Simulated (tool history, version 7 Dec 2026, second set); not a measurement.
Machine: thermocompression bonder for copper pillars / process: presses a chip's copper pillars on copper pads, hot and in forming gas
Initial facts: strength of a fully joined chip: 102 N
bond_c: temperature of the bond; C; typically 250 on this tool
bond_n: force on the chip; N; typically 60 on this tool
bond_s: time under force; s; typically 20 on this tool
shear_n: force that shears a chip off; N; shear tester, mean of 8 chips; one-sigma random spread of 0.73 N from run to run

run 1 hour=0.0 | bond_c=250 bond_n=60 bond_s=20 | shear_n=48.2
run 2 hour=30.7 | bond_c=250 bond_n=60 bond_s=20 | shear_n=48.9
run 3 hour=87.0 | bond_c=250 bond_n=60 bond_s=20 | shear_n=47.8
run 4 hour=124.8 | bond_c=250 bond_n=60 bond_s=20 | shear_n=47.6
run 5 hour=159.4 | bond_c=250 bond_n=60 bond_s=34 | shear_n=53.9
run 6 hour=190.5 | bond_c=236 bond_n=60 bond_s=20 | shear_n=39.3
-- hour=213.3 heater calibrated with a thermocouple chip
run 7 hour=244.7 | bond_c=236 bond_n=60 bond_s=20 | shear_n=36.0
run 8 hour=276.3 | bond_c=260 bond_n=60 bond_s=20 | shear_n=48.3
run 9 hour=321.1 | bond_c=260 bond_n=60 bond_s=20 | shear_n=46.3
run 10 hour=380.6 | bond_c=260 bond_n=60 bond_s=20 | shear_n=46.3
-- hour=388.4 heater calibrated with a thermocouple chip, once more
-- hour=395.3 forming gas filter changed
run 11 hour=434.8 | bond_c=260 bond_n=60 bond_s=20 | shear_n=58.3
run 12 hour=494.5 | bond_c=260 bond_n=60 bond_s=20 | shear_n=55.9
run 13 hour=535.5 | bond_c=260 bond_n=60 bond_s=20 | shear_n=57.6
run 14 hour=601.5 | bond_c=260 bond_n=60 bond_s=20 | shear_n=57.1
run 15 hour=655.2 | bond_c=250 bond_n=47 bond_s=20 | shear_n=45.1
run 16 hour=703.0 | bond_c=250 bond_n=47 bond_s=20 | shear_n=44.1
run 17 hour=774.7 | bond_c=250 bond_n=47 bond_s=20 | shear_n=43.1
run 18 hour=829.0 | bond_c=250 bond_n=47 bond_s=20 | shear_n=41.7
-- hour=838.7 forming gas filter changed
run 19 hour=899.2 | bond_c=250 bond_n=47 bond_s=20 | shear_n=45.1
run 20 hour=964.8 | bond_c=250 bond_n=60 bond_s=20 | shear_n=51.5
run 21 hour=1036.0 | bond_c=250 bond_n=60 bond_s=20 | shear_n=49.5
run 22 hour=1078.2 | bond_c=263 bond_n=53 bond_s=33 | shear_n=60.5
-- hour=1116.6 force cell calibrated
run 23 hour=1143.4 | bond_c=263 bond_n=53 bond_s=33 | shear_n=58.6
run 24 hour=1194.8 | bond_c=266 bond_n=79 bond_s=29 | shear_n=65.8
run 25 hour=1230.0 | bond_c=248 bond_n=52 bond_s=20 | shear_n=40.4
run 26 hour=1270.6 | bond_c=248 bond_n=52 bond_s=20 | shear_n=41.8
-- hour=1284.3 forming gas filter changed
run 27 hour=1329.2 | bond_c=232 bond_n=60 bond_s=47 | shear_n=52.6
run 28 hour=1371.9 | bond_c=262 bond_n=77 bond_s=35 | shear_n=70.6
run 29 hour=1443.2 | bond_c=262 bond_n=77 bond_s=35 | shear_n=70.0
run 30 hour=1478.5 | bond_c=230 bond_n=65 bond_s=17 | shear_n=36.2
run 31 hour=1531.5 | bond_c=275 bond_n=46 bond_s=15 | shear_n=48.3
run 32 hour=1575.3 | bond_c=275 bond_n=46 bond_s=15 | shear_n=47.7
run 33 hour=1635.2 | bond_c=251 bond_n=59 bond_s=12 | shear_n=37.1
run 34 hour=1674.7 | bond_c=251 bond_n=59 bond_s=12 | shear_n=36.2
run 35 hour=1705.1 | bond_c=250 bond_n=49 bond_s=20 | shear_n=38.8
-- hour=1712.7 heater calibrated with a thermocouple chip
-- hour=1726.3 forming gas filter changed
run 36 hour=1745.1 | bond_c=242 bond_n=48 bond_s=54 | shear_n=58.8
run 37 hour=1791.8 | bond_c=252 bond_n=39 bond_s=54 | shear_n=59.0
run 38 hour=1842.0 | bond_c=252 bond_n=39 bond_s=36 | shear_n=51.3
run 39 hour=1894.8 | bond_c=250 bond_n=47 bond_s=36 | shear_n=53.9

Predict each of these 4 candidate next runs independently; none follows another, all start after run 39:
run A hour=1955.6 | bond_c=245 bond_n=44 bond_s=20 | shear_n=?
run B hour=1955.6 | bond_c=251 bond_n=63 bond_s=44 | shear_n=?
run C hour=1955.6 | bond_c=250 bond_n=43 bond_s=27 | shear_n=?
run D hour=1955.6 | bond_c=272 bond_n=47 bond_s=11 | shear_n=?

run=A shear_n=40.3
run=B shear_n=63.7
run=C shear_n=46.6
run=D shear_n=45.1
With the hidden condition removed and each run's random variation left untouched, the same runs would have given:
run=A shear_n=43.3
run=B shear_n=68.1
run=C shear_n=50.0
run=D shear_n=48.3

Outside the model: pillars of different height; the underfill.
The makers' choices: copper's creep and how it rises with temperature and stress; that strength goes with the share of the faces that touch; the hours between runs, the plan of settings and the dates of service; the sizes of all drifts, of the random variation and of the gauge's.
